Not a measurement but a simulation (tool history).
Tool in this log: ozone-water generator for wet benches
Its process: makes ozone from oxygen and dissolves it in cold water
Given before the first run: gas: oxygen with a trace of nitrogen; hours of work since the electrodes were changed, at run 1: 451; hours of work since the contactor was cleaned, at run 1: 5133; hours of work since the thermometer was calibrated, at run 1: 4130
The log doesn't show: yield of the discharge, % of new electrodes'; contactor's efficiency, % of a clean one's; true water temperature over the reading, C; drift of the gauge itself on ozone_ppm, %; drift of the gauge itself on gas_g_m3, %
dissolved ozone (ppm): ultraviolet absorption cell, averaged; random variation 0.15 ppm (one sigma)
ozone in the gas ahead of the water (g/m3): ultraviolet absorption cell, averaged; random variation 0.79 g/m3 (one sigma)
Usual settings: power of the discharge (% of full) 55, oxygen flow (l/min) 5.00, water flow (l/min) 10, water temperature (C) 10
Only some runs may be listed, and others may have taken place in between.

run,hour,power of the discharge (% of full),oxygen flow (l/min),water flow (l/min),water temperature (C),hours of work since the electrodes were changed,hours of work since the contactor was cleaned,hours of work since the thermometer was calibrated,dissolved ozone (ppm),ozone in the gas ahead of the water (g/m3)
1,0.0,55,5.00,10,10,451,5133,4130,17.4,121.8
2,31.7,55,5.00,10,10,477,5160,4156,17.3,122.1
3,73.6,63,5.00,10,10,512,5194,4191,19.3,134.3
4,105.1,55,5.00,10,10,538,5221,4217,17.4,121.9
5,145.3,55,5.00,10,10,571,5254,4250,17.7,121.4
6,195.7,55,5.00,10,10,613,5296,4292,17.5,121.2
7,221.9,55,5.00,10,10,635,5317,4314,17.8,120.6
8,254.1,55,5.00,10,10,662,5344,4341,17.5,121.2
9,308.2,55,5.00,10,10,707,5389,4386,17.4,121.3
10,336.9,55,5.00,10,10,730,5413,4409,17.5,121.1
11,375.8,55,5.00,10,10,763,5445,4442,17.4,122.9
12,430.1,55,5.00,10,15,808,5490,4487,16.0,122.0
13,459.9,55,5.00,10,18,833,5515,4512,14.9,120.3
14,489.8,65,3.07,10,10,857,5540,4536,19.5,173.9
15,526.6,55,2.60,10,18,888,5570,4567,15.4,166.9
16,572.3,48,6.38,9,15,926,5608,4605,15.2,97.4
17,616.2,86,8.54,9,6,962,5645,4641,26.6,126.3
18,674.9,68,5.00,14,10,1011,5693,4690,15.4,141.3
19,705.8,77,5.30,16,10,1037,5719,4716,14.9,148.4
20,762.4,77,5.30,16,10,1084,5766,4763,15.1,150.6
21,822.6,77,4.54,6,10,1134,5816,4813,31.8,161.9
22,879.9,70,8.02,10,10,1181,5863,4860,19.7,115.9
23,933.3,70,2.69,10,14,1225,5908,4904,19.0,195.1

What if the next run were any one of these 3? Each begins from the tool's condition after run 23:
A,967.3,80,5.00,8,13,1254,5936,4933,?,?
B,967.3,44,2.69,10,8,1254,5936,4933,?,?
C,967.3,77,6.84,8,14,1254,5936,4933,?,?

run,dissolved ozone (ppm),ozone in the gas ahead of the water (g/m3)
A,25.4,157.2
B,14.8,141.7
C,22.9,131.3
Take away the tool's hidden state, keep each run's random variation, and the runs would have read:
run,dissolved ozone (ppm),ozone in the gas ahead of the water (g/m3)
A,25.5,157.2
B,14.8,141.8
C,22.9,131.4
